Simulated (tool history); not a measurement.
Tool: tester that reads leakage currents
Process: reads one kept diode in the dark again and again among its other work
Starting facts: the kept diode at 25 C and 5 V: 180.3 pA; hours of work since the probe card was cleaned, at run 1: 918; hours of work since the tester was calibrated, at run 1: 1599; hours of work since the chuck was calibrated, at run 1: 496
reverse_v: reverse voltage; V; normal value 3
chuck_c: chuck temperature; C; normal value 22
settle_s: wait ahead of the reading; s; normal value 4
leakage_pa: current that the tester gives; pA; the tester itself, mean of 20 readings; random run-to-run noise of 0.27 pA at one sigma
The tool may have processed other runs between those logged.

run   hour  reverse_v  chuck_c  settle_s  hours of work since the probe card was cleaned  hours of work since the tester was calibrated  hours of work since the chuck was calibrated  leakage_pa
  1      0          3       22         4                                             918                                           1599                                           496      110.23
  2   21.7       3.26       22         4                                             930                                           1612                                           509      115.35
  3     54       3.26       22         4                                             949                                           1631                                           528      114.99
  4   89.7       3.26       22         4                                             971                                           1652                                           549      115.21
  5    107          3       22      2.76                                             981                                           1663                                           559      110.33
  6  146.4          3       22         4                                            1004                                           1686                                           582      109.52
  7  183.6          3       22         4                                            1026                                           1708                                           604      110.47
  8  212.5          3       49      2.04                                            1043                                           1725                                           621       773.5
     219.1  -- chuck's temperature calibrated
  9  241.1          3       49      2.04                                            1059                                           1741                                            13       768.4
 10  266.5       7.38       29      7.29                                            1074                                           1756                                            28      298.89
 11  297.8          3       22      3.65                                            1092                                           1774                                            46      109.88
 12  339.1      19.43       36      1.72                                            1117                                           1798                                            71      816.39
 13  358.6       3.67       21      3.73                                            1128                                           1810                                            82      112.55

5 ways to go on from here, each from the tool as it stands after run 13. What would each give?
  A   391          3       22      8.96                                            1147                                           1829                                           101           ?
  B   391      10.24       21      3.73                                            1147                                           1829                                           101           ?
  C   391       9.08       22         4                                            1147                                           1829                                           101           ?
  D   391       3.67       34      3.73                                            1147                                           1829                                           101           ?
  E   391          3       39         4                                            1147                                           1829                                           101           ?

run  leakage_pa
  A      109.84
  B      190.28
  C       193.4
  D      302.04
  E      389.55
Without the tool's unlogged condition, the same runs would have read:
run  leakage_pa
  A      109.84
  B      190.25
  C      193.38
  D      302.04
  E      389.57

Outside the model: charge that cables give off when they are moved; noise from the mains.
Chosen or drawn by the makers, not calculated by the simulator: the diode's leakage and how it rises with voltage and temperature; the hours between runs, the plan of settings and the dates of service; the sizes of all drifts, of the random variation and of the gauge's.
